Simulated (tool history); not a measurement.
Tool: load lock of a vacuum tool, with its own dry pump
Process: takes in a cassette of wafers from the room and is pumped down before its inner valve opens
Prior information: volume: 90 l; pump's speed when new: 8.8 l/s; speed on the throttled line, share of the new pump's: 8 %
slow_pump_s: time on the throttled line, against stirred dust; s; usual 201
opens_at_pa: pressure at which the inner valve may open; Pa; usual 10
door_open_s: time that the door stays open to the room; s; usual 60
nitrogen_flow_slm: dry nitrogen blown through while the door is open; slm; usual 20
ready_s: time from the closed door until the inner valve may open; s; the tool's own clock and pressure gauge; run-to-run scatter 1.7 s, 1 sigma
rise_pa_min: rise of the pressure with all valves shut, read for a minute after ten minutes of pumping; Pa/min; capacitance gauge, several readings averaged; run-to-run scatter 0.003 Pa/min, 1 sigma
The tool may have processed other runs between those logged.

run	hour	slow_pump_s	opens_at_pa	door_open_s	nitrogen_flow_slm	incoming humidity of the room's air, %	ready_s	rise_pa_min
1	0.0	201	10	60	20	44.2	285.8	0.034
2	124.4	201	10	60	6	41.9	286.8	0.055
3	239.8	326	10	60	20	45.7	397.0	0.042
4	352.6	201	10	60	43	45.4	286.2	0.034
5	500.4	201	10	60	20	46.5	284.2	0.043
6	592.1	201	10	60	20	43.4	287.2	0.042
7	730.6	201	10	60	20	45.6	288.1	0.047
8	898.4	201	10	60	20	46.3	288.3	0.054
9	1049.9	201	10	60	20	45.4	288.2	0.057
10	1161.1	201	10	60	20	41.0	286.8	0.054
11	1270.2	201	10	60	20	44.4	287.4	0.064
12	1433.0	104	13	60	13	42.6	195.7	0.072
13	1583.5	271	10	158	20	45.3	351.9	0.094
14	1688.6	302	11	141	18	44.9	376.1	0.096

What if the next run were any one of these 4? Each begins from the tool's condition after run 14:
A	1822.9	238	10	127	7	45.1	?	?
B	1822.9	130	17	60	9	44.5	?	?
C	1822.9	201	14	138	20	47.5	?	?
D	1822.9	302	11	83	8	44.4	?	?

run	ready_s	rise_pa_min
A	319.7	0.119
B	218.3	0.093
C	285.3	0.100
D	377.6	0.099
With the hidden condition removed and each run's random variation left untouched, the same runs would have given:
run	ready_s	rise_pa_min
A	310.7	0.059
B	209.0	0.032
C	276.3	0.039
D	369.4	0.039
